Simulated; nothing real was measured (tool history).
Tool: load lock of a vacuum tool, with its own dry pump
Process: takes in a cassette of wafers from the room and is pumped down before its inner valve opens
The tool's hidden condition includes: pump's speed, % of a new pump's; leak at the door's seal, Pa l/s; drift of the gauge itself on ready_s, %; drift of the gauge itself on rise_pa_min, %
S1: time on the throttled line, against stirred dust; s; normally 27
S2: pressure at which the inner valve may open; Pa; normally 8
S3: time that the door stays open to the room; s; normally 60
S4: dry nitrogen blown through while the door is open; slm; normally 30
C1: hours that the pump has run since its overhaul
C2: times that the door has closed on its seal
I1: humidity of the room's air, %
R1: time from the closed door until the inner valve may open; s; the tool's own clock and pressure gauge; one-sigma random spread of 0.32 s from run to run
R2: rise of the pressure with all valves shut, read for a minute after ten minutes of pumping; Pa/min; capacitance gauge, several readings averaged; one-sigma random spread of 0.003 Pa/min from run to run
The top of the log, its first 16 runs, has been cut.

run    hour  S1  S2   S3  S4    C1     C2    I1    R1     R2
 17  1430.1  27   8   60  30  4300  36315  40.2  57.1  0.194
 18  1529.5  27   8   94  30  4399  36675  45.2  57.6  0.222
 19  1614.9  27   8   94   5  4484  36984  44.2  57.1  0.258
 20  1698.6  27   8   94   5  4568  37287  45.5    57  0.257
 21    1759  27   8   94   5  4628  37506  46.6  56.5  0.261
 22  1812.2  27   8   94   5  4682  37699    44  56.2  0.255
 23  1915.2  27  10   94   5  4785  38072  49.2  56.6  0.273
 24  2000.4  27  10   94   5  4870  38380  44.7  56.2  0.268
 25  2090.3  39  15   60   5  4960  38706  46.5  64.3  0.238
 26  2162.7  39  15   60   5  5032  38968  47.3    64  0.244
 27  2256.8  39   8   30  25  5126  39308  46.7  66.4  0.206
 28  2324.3  27   8   25  10  5194  39553  47.1  57.3  0.213
 29  2378.2  27  14   25  10  5248  39748  42.7  54.9  0.208
 30    2469  23   8   60  34  5338  40077    47  53.9  0.229
 31  2585.6  49   8   60  34  5455  40499  49.3    75  0.231
 32  2709.4  49  14   60  34  5579  40947  44.6  72.6  0.236
     2745.3  -- door's seal changed, seat wiped
 33  2792.5  49  14   60  10  5660    171  43.9  72.3  0.055
 34  2901.1  31  13   34  27  5769    565  47.8  58.3  0.032
 35    2956  42   6  156  27  5824    763  44.7  69.9  0.082
 36  3061.1  42   6  156  27  5929   1144  46.7  70.3  0.093

Each row is a separate what-if for the run after 36, all from the same tool condition, not one after another. Results?
  A  3171.1  15  13  156  27  6039  1542  45.9   ?   ?
  B  3171.1  19  15  163  27  6039  1542  43.1   ?   ?
  C  3171.1  27  15   46  30  6039  1542  41.5   ?   ?

run    R1     R2
  A  45.5  0.092
  B    48  0.086
  C  54.6  0.032
Without the tool's unlogged condition, the same runs would have read:
run    R1     R2
  A  43.9  0.089
  B  46.5  0.083
  C  53.2  0.029
